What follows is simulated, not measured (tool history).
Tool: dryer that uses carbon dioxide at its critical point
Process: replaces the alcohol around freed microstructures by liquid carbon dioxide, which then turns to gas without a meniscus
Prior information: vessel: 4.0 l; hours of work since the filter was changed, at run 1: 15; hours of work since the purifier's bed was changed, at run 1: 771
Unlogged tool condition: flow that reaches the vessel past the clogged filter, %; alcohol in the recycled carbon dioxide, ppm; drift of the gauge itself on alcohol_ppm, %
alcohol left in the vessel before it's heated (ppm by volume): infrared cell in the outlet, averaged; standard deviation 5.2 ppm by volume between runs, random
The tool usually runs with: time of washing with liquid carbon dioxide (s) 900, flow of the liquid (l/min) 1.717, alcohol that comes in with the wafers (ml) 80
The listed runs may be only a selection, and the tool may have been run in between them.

run     day  time of washing with liquid carbon dioxide (s)  flow of the liquid (l/min)  alcohol that comes in with the wafers (ml)  hours of work since the filter was changed  hours of work since the purifier's bed was changed  alcohol left in the vessel before it's heated (ppm by volume)
  1       0                                             900                       1.717                                          80                                          15                                                 771                                                            121
  2   2.354                                             900                       1.717                                          80                                          43                                                 799                                                            128
  3   4.629                                             840                       1.717                                          80                                          70                                                 826                                                            189
  4   6.088                                             900                        1.72                                          80                                          87                                                 843                                                            129
  5   7.554                                             600                       1.717                                          80                                         105                                                 861                                                            652
  6   8.638                                            1380                        2.26                                          42                                         117                                                 873                                                             34
  7  10.483                                            1380                        2.26                                          42                                         139                                                 895                                                             36
  8  12.171                                             780                        1.55                                          99                                         159                                                 915                                                            482

For run 9, what comes out?
  9  13.867                                             600                        1.08                                          49                                         179                                                 935                                                              ?

alcohol left in the vessel before it's heated (ppm by volume): 1633
Without the tool's hidden state the same run would have given alcohol left in the vessel before it's heated (ppm by volume) 1512.
